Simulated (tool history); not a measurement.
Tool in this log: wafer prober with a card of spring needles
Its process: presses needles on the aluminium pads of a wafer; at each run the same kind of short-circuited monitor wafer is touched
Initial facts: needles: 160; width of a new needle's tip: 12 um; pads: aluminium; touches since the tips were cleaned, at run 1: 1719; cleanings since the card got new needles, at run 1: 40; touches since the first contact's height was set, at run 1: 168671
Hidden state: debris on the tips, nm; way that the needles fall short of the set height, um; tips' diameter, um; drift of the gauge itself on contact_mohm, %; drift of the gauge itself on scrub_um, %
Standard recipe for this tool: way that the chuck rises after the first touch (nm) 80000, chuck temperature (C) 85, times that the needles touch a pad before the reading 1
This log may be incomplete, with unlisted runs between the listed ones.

run	hour	way that the chuck rises after the first touch (nm)	chuck temperature (C)	times that the needles touch a pad before the reading	touches since the tips were cleaned	cleanings since the card got new needles	touches since the first contact's height was set	resistance of one needle with its contact and lead (mohm)	way that a needle slides on the pad (nm)
1	0.0	80000	85	1	1719	40	168671	238	15820
# hour 25.4: tips cleaned on abrasive film
2	34.5	80000	85	1	2122	41	176697	245	15690
# hour 59.4: tips cleaned on abrasive film
3	59.6	80000	107	1	54	42	182534	234	15660
# hour 82.5: height of the first contact set anew
# hour 93.1: tips cleaned on abrasive film
4	99.3	80000	107	1	1454	43	3907	240	15940
# hour 126.1: tips cleaned on abrasive film
5	129.0	80000	107	1	692	44	10818	245	15970
# hour 160.3: tips cleaned on abrasive film
6	161.6	80000	85	1	297	45	18393	231	15980
# hour 183.8: tips cleaned on abrasive film, once more
7	192.0	80000	85	1	1930	46	25478	237	15900
# hour 217.8: tips cleaned on abrasive film
8	229.7	80000	85	1	2787	47	34251	236	15950
# hour 251.9: tips cleaned on abrasive film
9	259.8	80000	85	1	1851	48	41255	234	15890
# hour 284.5: tips cleaned on abrasive film
10	284.5	65000	85	1	0	49	47006	232	12860
11	303.4	65000	85	1	4398	49	51404	240	12880
# hour 317.7: tips cleaned on abrasive film
12	341.6	86000	85	1	5584	50	60310	242	17090
# hour 351.0: tips cleaned on abrasive film
13	359.0	86000	85	1	1870	51	64334	238	17090
# hour 383.6: tips cleaned on abrasive film
14	392.1	61000	85	1	1966	52	72035	237	12080
# hour 417.9: tips cleaned on abrasive film
15	418.2	80000	85	2	63	53	78114	229	15820
# hour 452.3: tips cleaned on abrasive film
16	454.5	80000	85	2	530	54	86570	230	15910
17	476.2	80000	85	1	5593	54	91633	241	15820
# hour 486.0: tips cleaned on abrasive film
18	500.4	96000	38	2	3363	55	97264	224	19030
# hour 520.0: tips cleaned on abrasive film
19	539.4	89000	36	2	4524	56	106343	221	17610
# hour 555.1: tips cleaned on abrasive film
20	567.2	62000	35	1	2823	57	112807	225	12190
# hour 590.4: tips cleaned on abrasive film
21	593.2	62000	35	1	660	58	118851	221	12200
# hour 624.9: tips cleaned on abrasive film
22	624.9	62000	35	1	0	59	126229	217	12170
23	645.0	73000	53	2	4698	59	130927	228	14380
# hour 658.8: tips cleaned on abrasive film
24	672.2	95000	85	2	3141	60	137249	237	18760
# hour 691.5: tips cleaned on abrasive film
25	704.1	79000	74	2	2928	61	144658	233	15570
# hour 725.4: tips cleaned on abrasive film
26	735.3	68000	33	3	2319	62	151931	219	13380
# hour 759.7: tips cleaned on abrasive film
27	765.9	85000	79	1	1446	63	159049	237	16760
28	782.3	62000	64	1	5273	63	162876	235	12180
# hour 793.2: tips cleaned on abrasive film
29	817.4	62000	64	1	5654	64	171052	234	12120
# hour 827.3: tips cleaned on abrasive film
30	838.8	80000	30	2	2682	65	176018	221	15740
# hour 861.0: tips cleaned on abrasive film
31	877.1	80000	49	1	3764	66	184946	228	15720
# hour 890.2: height of the first contact set anew
# hour 895.9: tips cleaned on abrasive film
32	897.0	65000	72	3	258	67	1559	229	12970
# hour 929.3: tips cleaned on abrasive film
33	934.7	65000	72	3	1276	68	10343	230	12980

Alternative continuations, all from the tool just after run 33; predict every row:
A	959.7	66000	72	1	7102	68	16169	?	?
B	959.7	67000	43	1	7102	68	16169	?	?
C	959.7	85000	85	2	7102	68	16169	?	?
D	959.7	65000	53	2	7102	68	16169	?	?

run	resistance of one needle with its contact and lead (mohm)	way that a needle slides on the pad (nm)
A	241	13100
B	233	13330
C	236	16960
D	235	12950
Stripped of hidden state, with their random variation kept, the same runs would have yielded:
run	resistance of one needle with its contact and lead (mohm)	way that a needle slides on the pad (nm)
A	229	13120
B	221	13350
C	230	16980
D	227	12970

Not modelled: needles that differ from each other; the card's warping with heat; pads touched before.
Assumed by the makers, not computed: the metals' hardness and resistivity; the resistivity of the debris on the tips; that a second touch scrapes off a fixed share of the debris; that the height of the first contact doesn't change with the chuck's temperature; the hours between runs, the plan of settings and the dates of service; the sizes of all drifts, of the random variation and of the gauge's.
